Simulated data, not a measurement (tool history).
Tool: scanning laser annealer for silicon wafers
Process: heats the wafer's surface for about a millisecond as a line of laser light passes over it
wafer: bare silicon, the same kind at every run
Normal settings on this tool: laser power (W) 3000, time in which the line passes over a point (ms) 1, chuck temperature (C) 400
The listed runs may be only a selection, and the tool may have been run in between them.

run   hour  laser power (W)  time in which the line passes over a point (ms)  chuck temperature (C)  highest temperature of the surface (C)
  1      0             3000                                                1                    400                                    1182
  2   25.2             3000                                                1                    405                                    1190
  3   51.2             3000                                                1                    405                                    1187
  4   83.9             3000                                                1                    400                                    1183
  5  117.4             3000                                                1                    400                                    1181
  6  146.6             3000                                                1                    400                                    1185
  7    171             3000                                                1                    400                                    1182
  8  189.3             3000                                             1.12                    400                                    1231
  9  219.6             3000                                             1.12                    400                                    1238
 10  245.2             3000                                             1.12                    400                                    1232
 11  260.6             3016                                             1.12                    400                                    1236
 12  280.8             3016                                             1.12                    400                                    1239
 13  295.5             3039                                             0.95                    392                                    1168
 14  316.5             3039                                             0.95                    392                                    1169
 15  336.1             3039                                             0.95                    392                                    1169
 16  364.1             3039                                             0.95                    392                                    1169
 17  387.8             2991                                             0.73                    400                                    1064
 18  409.7             3000                                              0.8                    398                                    1093
 19  440.6             2816                                              1.2                    437                                    1229

Not shown here: 1 entry made in the log between runs. Locate each between two listed runs and compare the hidden state at the listed run before it with the hidden state at the listed run after it:
After run 8, before run 9: window over the wafer cleaned (hour 205.1)
  light that passes the window, % of a clean one's: 99.86 -> 99.99; width of the line over the set one, %: 0.08 -> 0.09

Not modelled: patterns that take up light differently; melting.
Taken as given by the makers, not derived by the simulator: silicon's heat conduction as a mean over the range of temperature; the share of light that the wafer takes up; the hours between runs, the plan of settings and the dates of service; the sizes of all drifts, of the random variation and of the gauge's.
